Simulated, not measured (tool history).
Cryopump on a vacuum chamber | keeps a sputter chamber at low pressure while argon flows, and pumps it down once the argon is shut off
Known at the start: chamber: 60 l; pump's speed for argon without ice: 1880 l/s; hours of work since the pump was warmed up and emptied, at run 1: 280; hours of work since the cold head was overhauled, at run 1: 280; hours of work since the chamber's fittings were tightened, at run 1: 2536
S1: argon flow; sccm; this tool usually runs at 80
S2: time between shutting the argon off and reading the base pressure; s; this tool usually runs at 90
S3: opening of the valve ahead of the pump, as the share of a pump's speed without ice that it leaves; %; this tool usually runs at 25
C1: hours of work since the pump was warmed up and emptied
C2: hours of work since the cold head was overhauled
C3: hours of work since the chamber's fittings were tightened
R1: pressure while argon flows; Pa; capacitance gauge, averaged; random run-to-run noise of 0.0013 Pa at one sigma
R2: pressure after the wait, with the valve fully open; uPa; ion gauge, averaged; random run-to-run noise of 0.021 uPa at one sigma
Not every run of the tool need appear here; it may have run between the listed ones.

Run 1, hour 0: usual settings; C1 280; C2 280; C3 2536. Result: R1 0.2945 Pa, R2 2.38 uPa.
Run 2, hour 29.2: usual settings; C1 301; C2 301; C3 2558. Result: R1 0.2981 Pa, R2 2.36 uPa.
Run 3, hour 46.4: usual settings but S1 82 sccm; C1 314; C2 314; C3 2571. Result: R1 0.3042 Pa, R2 2.41 uPa.
Run 4, hour 64.3: usual settings but S1 82 sccm; C1 327; C2 327; C3 2584. Result: R1 0.3033 Pa, R2 2.43 uPa.
Run 5, hour 98.9: usual settings but S1 82 sccm; C1 353; C2 353; C3 2609. Result: R1 0.3067 Pa, R2 2.54 uPa.
Run 6, hour 118.5: usual settings but S1 46 sccm; C1 367; C2 367; C3 2624. Result: R1 0.172 Pa, R2 2.53 uPa.
Run 7, hour 152.2: usual settings but S1 43 sccm; C1 392; C2 392; C3 2649. Result: R1 0.1605 Pa, R2 2.58 uPa.
Run 8, hour 175.7: usual settings but S1 40 sccm; C1 410; C2 410; C3 2666. Result: R1 0.1502 Pa, R2 2.66 uPa.
Run 9, hour 202.1: usual settings but S1 40 sccm, S2 269 s, S3 45 %; C1 429; C2 429; C3 2686. Result: R1 0.0853 Pa, R2 2.4 uPa.
Run 10, hour 221.9: usual settings but S1 40 sccm, S2 269 s, S3 45 %; C1 444; C2 444; C3 2700. Result: R1 0.0855 Pa, R2 2.41 uPa.
Run 11, hour 253.7: usual settings but S1 56 sccm, S2 57 s; C1 467; C2 467; C3 2724. Result: R1 0.2118 Pa, R2 2.9 uPa.
Run 12, hour 273.1: usual settings but S1 111 sccm, S2 233 s, S3 51 %; C1 482; C2 482; C3 2738. Result: R1 0.2173 Pa, R2 2.5 uPa.
Run 13, hour 300.7: usual settings but S1 111 sccm, S2 233 s, S3 51 %; C1 502; C2 502; C3 2759. Result: R1 0.2137 Pa, R2 2.55 uPa.
Run 14, hour 336.9: usual settings but S3 24 %; C1 529; C2 529; C3 2786. Result: R1 0.3158 Pa, R2 2.79 uPa.
At hour 351.1: leaking fittings of the chamber tightened, without venting.
Run 15, hour 363.3: usual settings but S1 34 sccm, S2 266 s, S3 15 %; C1 547; C2 547; C3 9. Result: R1 0.2117 Pa, R2 0.36 uPa.

What would each run have given without the hidden state, its run-to-run variation left as it was?
Hidden state at play: pump's speed, % of a pump's without ice; cold plate's temperature, K; leak into the chamber, uPa l/s; drift of the gauge itself on working_pa, %; drift of the gauge itself on base_upa, %.
run      R1    R2
  1  0.2865  0.48
  2  0.2894  0.45
  3  0.2949  0.49
  4  0.2937  0.48
  5  0.2962   0.5
  6  0.1659  0.49
  7  0.1543  0.49
  8  0.1442   0.5
  9  0.0789  0.28
 10  0.0789  0.27
 11  0.2018  0.68
 12  0.1967  0.29
 13  0.1925  0.27
 14  0.2993   0.5
 15  0.2044  0.26

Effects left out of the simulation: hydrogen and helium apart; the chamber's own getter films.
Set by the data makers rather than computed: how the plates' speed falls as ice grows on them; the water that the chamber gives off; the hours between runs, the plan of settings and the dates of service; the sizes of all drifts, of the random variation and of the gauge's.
